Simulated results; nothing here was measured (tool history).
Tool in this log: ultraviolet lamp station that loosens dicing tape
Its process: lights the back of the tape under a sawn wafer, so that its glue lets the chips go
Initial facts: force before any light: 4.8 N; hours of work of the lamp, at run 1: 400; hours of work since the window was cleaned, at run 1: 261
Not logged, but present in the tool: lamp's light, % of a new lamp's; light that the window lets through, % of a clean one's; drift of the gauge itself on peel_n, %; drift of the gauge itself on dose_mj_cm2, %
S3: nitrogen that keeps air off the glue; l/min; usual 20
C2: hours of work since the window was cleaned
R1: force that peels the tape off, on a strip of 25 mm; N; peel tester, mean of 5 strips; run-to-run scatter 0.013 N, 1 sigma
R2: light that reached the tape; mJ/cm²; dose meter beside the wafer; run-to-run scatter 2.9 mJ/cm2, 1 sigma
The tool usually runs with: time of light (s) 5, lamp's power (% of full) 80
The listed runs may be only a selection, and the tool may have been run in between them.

Run 1, day 0: usual settings; hours of work of the lamp 400; C2 261. Result: R1 0.828 N, R2 348 mJ/cm².
Run 2, day 1.183: usual settings; hours of work of the lamp 414; C2 276. Result: R1 0.819 N, R2 341 mJ/cm².
Run 3, day 1.788: usual settings; hours of work of the lamp 422; C2 283. Result: R1 0.806 N, R2 341 mJ/cm².
Run 4, day 2.312: usual settings; hours of work of the lamp 428; C2 289. Result: R1 0.842 N, R2 343 mJ/cm².
Run 5, day 2.892: usual settings; hours of work of the lamp 435; C2 297. Result: R1 0.839 N, R2 337 mJ/cm².
Run 6, day 3.754: usual settings; hours of work of the lamp 446; C2 307. Result: R1 0.828 N, R2 344 mJ/cm².
Run 7, day 4.642: usual settings; hours of work of the lamp 457; C2 318. Result: R1 0.831 N, R2 342 mJ/cm².
Run 8, day 5.704: usual settings; hours of work of the lamp 470; C2 331. Result: R1 0.829 N, R2 338 mJ/cm².
Run 9, day 6.608: usual settings; hours of work of the lamp 481; C2 342. Result: R1 0.891 N, R2 338 mJ/cm².
Run 10, day 7.621: usual settings but time of light (s) 3; hours of work of the lamp 493; C2 354. Result: R1 1.648 N, R2 197 mJ/cm².
Run 11, day 8.867: usual settings but time of light (s) 8; hours of work of the lamp 508; C2 370. Result: R1 0.355 N, R2 527 mJ/cm².
Run 12, day 9.804: usual settings but time of light (s) 8; hours of work of the lamp 520; C2 381. Result: R1 0.372 N, R2 521 mJ/cm².
Run 13, day 10.825: usual settings but time of light (s) 8; hours of work of the lamp 532; C2 394. Result: R1 0.374 N, R2 524 mJ/cm².
Run 14, day 11.846: usual settings but time of light (s) 8; hours of work of the lamp 545; C2 406. Result: R1 0.386 N, R2 522 mJ/cm².
Run 15, day 12.9: usual settings but time of light (s) 8; hours of work of the lamp 557; C2 419. Result: R1 0.4 N, R2 514 mJ/cm².
Run 16, day 13.692: usual settings but time of light (s) 3; hours of work of the lamp 567; C2 429. Result: R1 1.839 N, R2 189 mJ/cm².
Run 17, day 14.221: usual settings but time of light (s) 3, lamp's power (% of full) 77; hours of work of the lamp 574; C2 435. Result: R1 1.737 N, R2 187 mJ/cm².
At day 14.329: window cleaned of glue's vapour.
Run 18, day 14.858: usual settings but time of light (s) 3, lamp's power (% of full) 77; hours of work of the lamp 581; C2 6. Result: R1 1.801 N, R2 182 mJ/cm².
Run 19, day 15.875: usual settings but time of light (s) 3, lamp's power (% of full) 77; hours of work of the lamp 594; C2 19. Result: R1 1.823 N, R2 182 mJ/cm².
Run 20, day 16.633: usual settings; hours of work of the lamp 603; C2 28. Result: R1 1 N, R2 310 mJ/cm².
Run 21, day 17.717: usual settings but S3 33 l/min; hours of work of the lamp 616; C2 41. Result: R1 0.783 N, R2 306 mJ/cm².
Run 22, day 18.412: usual settings but S3 33 l/min; hours of work of the lamp 625; C2 50. Result: R1 0.782 N, R2 310 mJ/cm².
Run 23, day 19.129: usual settings but S3 33 l/min; hours of work of the lamp 633; C2 59. Result: R1 0.784 N, R2 303 mJ/cm².
Run 24, day 19.688: usual settings but S3 33 l/min; hours of work of the lamp 640; C2 65. Result: R1 0.798 N, R2 307 mJ/cm².
At day 20.283: window cleaned of glue's vapour, once more.
Run 25, day 20.721: usual settings but time of light (s) 3, S3 14 l/min; hours of work of the lamp 653; C2 5. Result: R1 1.753 N, R2 212 mJ/cm².
Run 26, day 21.246: usual settings but time of light (s) 4; hours of work of the lamp 659; C2 12. Result: R1 1.144 N, R2 278 mJ/cm².
Run 27, day 22.4: usual settings but time of light (s) 9, lamp's power (% of full) 70, S3 14 l/min; hours of work of the lamp 673; C2 26. Result: R1 0.43 N, R2 546 mJ/cm².
Run 28, day 23.012: usual settings but time of light (s) 3, lamp's power (% of full) 70, S3 23 l/min; hours of work of the lamp 681; C2 33. Result: R1 1.727 N, R2 177 mJ/cm².
Run 29, day 24.154: usual settings but time of light (s) 3, lamp's power (% of full) 74; hours of work of the lamp 694; C2 47. Result: R1 1.721 N, R2 190 mJ/cm².
Run 30, day 25.146: usual settings but time of light (s) 4; hours of work of the lamp 707; C2 59. Result: R1 1.139 N, R2 270 mJ/cm².
Run 31, day 26.35: usual settings but time of light (s) 9, lamp's power (% of full) 89, S3 32 l/min; hours of work of the lamp 721; C2 74. Result: R1 0.176 N, R2 676 mJ/cm².
Run 32, day 27.383: usual settings but time of light (s) 9, lamp's power (% of full) 81, S3 28 l/min; hours of work of the lamp 734; C2 87. Result: R1 0.219 N, R2 614 mJ/cm².
Run 33, day 28.204: usual settings but time of light (s) 9, lamp's power (% of full) 81, S3 28 l/min; hours of work of the lamp 744; C2 97. Result: R1 0.235 N, R2 617 mJ/cm².
Run 34, day 29.075: usual settings but time of light (s) 9, lamp's power (% of full) 81, S3 28 l/min; hours of work of the lamp 755; C2 107. Result: R1 0.219 N, R2 614 mJ/cm².
Run 35, day 30.05: usual settings but time of light (s) 4, lamp's power (% of full) 81, S3 6 l/min; hours of work of the lamp 766; C2 119. Result: R1 1.872 N, R2 268 mJ/cm².
Run 36, day 30.917: usual settings but time of light (s) 7, lamp's power (% of full) 63, S3 15 l/min; hours of work of the lamp 777; C2 130. Result: R1 0.874 N, R2 363 mJ/cm².
Run 37, day 31.525: usual settings but time of light (s) 6, lamp's power (% of full) 60, S3 7 l/min; hours of work of the lamp 784; C2 137. Result: R1 1.63 N, R2 298 mJ/cm².
Run 38, day 32.429: usual settings but time of light (s) 8, lamp's power (% of full) 60, S3 7 l/min; hours of work of the lamp 796; C2 148. Result: R1 1.14 N, R2 395 mJ/cm².
Run 39, day 33.483: usual settings but time of light (s) 3, lamp's power (% of full) 62, S3 8 l/min; hours of work of the lamp 808; C2 161. Result: R1 2.663 N, R2 149 mJ/cm².
Run 40, day 34.071: usual settings but time of light (s) 3, lamp's power (% of full) 74, S3 7 l/min; hours of work of the lamp 816; C2 168. Result: R1 2.403 N, R2 179 mJ/cm².
Run 41, day 34.804: usual settings but time of light (s) 3, lamp's power (% of full) 64, S3 10 l/min; hours of work of the lamp 825; C2 177. Result: R1 2.394 N, R2 156 mJ/cm².
Run 42, day 35.904: usual settings but time of light (s) 2, lamp's power (% of full) 84, S3 32 l/min; hours of work of the lamp 838; C2 191. Result: R1 2.149 N, R2 135 mJ/cm².

Measured less the same run without the tool's hidden state. The same run-to-run variation is in both; the gauge's scatter may not be:
run      R1    R2
  1  +0.208   -63
  2  +0.212   -64
  3  +0.211   -66
  4  +0.224   -67
  5  +0.225   -68
  6  +0.229   -70
  7  +0.234   -72
  8   +0.24   -74
  9  +0.263   -76
 10  +0.347   -46
 11  +0.128  -127
 12   +0.13  -129
 13  +0.138  -135
 14  +0.143  -138
 15  +0.151  -140
 16  +0.438   -54
 17  +0.406   -52
 18  +0.443   -55
 19  +0.454   -56
 20   +0.37   -98
 21  +0.316  -100
 22   +0.32  -102
 23  +0.323  -102
 24  +0.332  -104
 25  +0.264   -36
 26  +0.239   -48
 27  +0.123   -99
 28  +0.284   -34
 29  +0.294   -37
 30  +0.265   -54
 31  +0.039  -140
 32  +0.061  -131
 33  +0.065  -135
 34  +0.064  -139
 35  +0.365   -63
 36  +0.269   -87
 37  +0.372   -72
 38  +0.327   -98
 39  +0.374   -39
 40  +0.384   -47
 41  +0.381   -42
 42  +0.419   -37
